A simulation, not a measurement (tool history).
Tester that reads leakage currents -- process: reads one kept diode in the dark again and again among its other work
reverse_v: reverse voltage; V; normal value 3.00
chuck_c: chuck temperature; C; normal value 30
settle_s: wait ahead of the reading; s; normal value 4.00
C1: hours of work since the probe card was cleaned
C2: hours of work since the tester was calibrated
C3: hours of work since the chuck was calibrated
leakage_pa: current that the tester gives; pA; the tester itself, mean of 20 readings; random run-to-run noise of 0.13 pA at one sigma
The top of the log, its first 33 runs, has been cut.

{"run": 34, "hour": 1665.2, "reverse_v": 3.22, "chuck_c": 32, "settle_s": 3.51, "C1": 2177, "C2": 2868, "C3": 1228, "leakage_pa": 53.64}
{"run": 35, "hour": 1707.3, "reverse_v": 3.22, "chuck_c": 32, "settle_s": 3.51, "C1": 2207, "C2": 2897, "C3": 1258, "leakage_pa": 53.57}
{"run": 36, "hour": 1755.0, "reverse_v": 3.22, "chuck_c": 32, "settle_s": 3.51, "C1": 2240, "C2": 2930, "C3": 1291, "leakage_pa": 53.98}
{"run": 37, "hour": 1793.2, "reverse_v": 10.37, "chuck_c": 46, "settle_s": 3.18, "C1": 2266, "C2": 2957, "C3": 1317, "leakage_pa": 272.09}
{"hour": 1827.6, "done": "tester calibrated"}
{"run": 38, "hour": 1842.1, "reverse_v": 10.37, "chuck_c": 46, "settle_s": 3.18, "C1": 2299, "C2": 10, "C3": 1349, "leakage_pa": 264.41}
{"run": 39, "hour": 1884.2, "reverse_v": 3.0, "chuck_c": 46, "settle_s": 5.39, "C1": 2328, "C2": 39, "C3": 1379, "leakage_pa": 124.48}
{"run": 40, "hour": 1917.2, "reverse_v": 10.89, "chuck_c": 47, "settle_s": 1.56, "C1": 2351, "C2": 62, "C3": 1402, "leakage_pa": 292.24}
{"run": 41, "hour": 1966.3, "reverse_v": 10.89, "chuck_c": 47, "settle_s": 1.56, "C1": 2385, "C2": 96, "C3": 1435, "leakage_pa": 292.03}

3 ways to go on from here, each from the tool as it stands after run 41. What would each give?
{"run": "A", "hour": 2016.0, "reverse_v": 6.08, "chuck_c": 30, "settle_s": 4.0, "C1": 2419, "C2": 130, "C3": 1470, "leakage_pa": "?"}
{"run": "B", "hour": 2016.0, "reverse_v": 2.43, "chuck_c": 47, "settle_s": 1.56, "C1": 2419, "C2": 130, "C3": 1470, "leakage_pa": "?"}
{"run": "C", "hour": 2016.0, "reverse_v": 2.07, "chuck_c": 51, "settle_s": 7.26, "C1": 2419, "C2": 130, "C3": 1470, "leakage_pa": "?"}

run=A leakage_pa=69.20
run=B leakage_pa=117.12
run=C leakage_pa=136.25
Had the tool no hidden state, the same runs would have come out as:
run=A leakage_pa=62.84
run=B leakage_pa=117.59
run=C leakage_pa=137.82
